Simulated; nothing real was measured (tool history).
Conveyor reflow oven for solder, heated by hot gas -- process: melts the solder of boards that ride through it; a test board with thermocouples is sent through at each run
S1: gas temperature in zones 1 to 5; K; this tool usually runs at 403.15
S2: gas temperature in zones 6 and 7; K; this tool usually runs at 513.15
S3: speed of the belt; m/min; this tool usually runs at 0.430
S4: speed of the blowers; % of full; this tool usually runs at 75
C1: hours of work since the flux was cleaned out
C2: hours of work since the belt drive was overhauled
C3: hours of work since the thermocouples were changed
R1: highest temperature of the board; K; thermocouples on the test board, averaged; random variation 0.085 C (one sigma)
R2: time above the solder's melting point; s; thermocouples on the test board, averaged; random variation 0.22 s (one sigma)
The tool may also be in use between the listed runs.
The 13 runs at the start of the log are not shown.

run,hour,S1,S2,S3,S4,C1,C2,C3,R1,R2
14,104.6,403.15,513.15,0.430,75,202,114,336,495.39,85.1
15,111.7,403.15,513.15,0.430,75,205,117,339,495.42,85.4
16,123.1,410.15,513.15,0.430,53,210,123,344,488.20,78.7
# hour 129.0: flux residue cleaned out of gas plates and filters
17,139.2,407.15,514.15,0.430,53,4,127,349,488.18,77.1
18,150.2,407.15,514.15,0.430,53,9,132,354,488.12,76.8
19,160.8,407.15,514.15,0.430,53,14,137,358,488.01,76.8
20,169.7,403.15,513.15,0.434,77,18,141,362,495.07,84.4
21,176.4,403.15,513.15,0.434,77,21,144,365,495.06,84.6
22,181.5,389.15,503.15,0.434,76,23,146,368,483.51,65.2
23,191.9,393.15,506.15,0.392,76,28,151,372,490.40,84.4
# hour 202.0: flux residue cleaned out of gas plates and filters, once more
24,202.0,393.15,520.15,0.475,76,0,153,374,497.25,74.6
25,211.0,403.15,521.15,0.430,75,4,157,378,503.18,92.4
26,223.1,408.15,502.15,0.430,75,9,162,384,487.06,79.3
27,228.9,410.15,519.15,0.397,90,12,165,386,508.41,108.3
28,238.2,403.15,513.15,0.430,89,16,169,390,499.74,90.3
29,246.2,403.15,513.15,0.430,85,19,172,394,498.92,89.5
30,256.1,403.15,513.15,0.430,85,24,177,398,498.76,89.5

Consider 5 possible next runs. They are alternatives, not a sequence: every one starts from the tool as it was left by run 30. What does each give?
A,261.9,413.15,513.15,0.474,82,26,179,401,?,?
B,261.9,403.15,518.15,0.430,80,26,179,401,?,?
C,261.9,418.15,513.15,0.418,75,26,179,401,?,?
D,261.9,403.15,504.15,0.397,56,26,179,401,?,?
E,261.9,395.15,513.15,0.430,85,26,179,401,?,?

run,R1,R2
A,496.49,82.7
B,501.78,91.6
C,499.17,99.4
D,484.07,77.4
E,497.55,85.2
The same runs, with their run-to-run variation unchanged, on a tool lacking any hidden condition would have given:
run,R1,R2
A,497.30,83.1
B,502.61,92.0
C,499.95,99.8
D,484.77,78.2
E,498.40,85.7
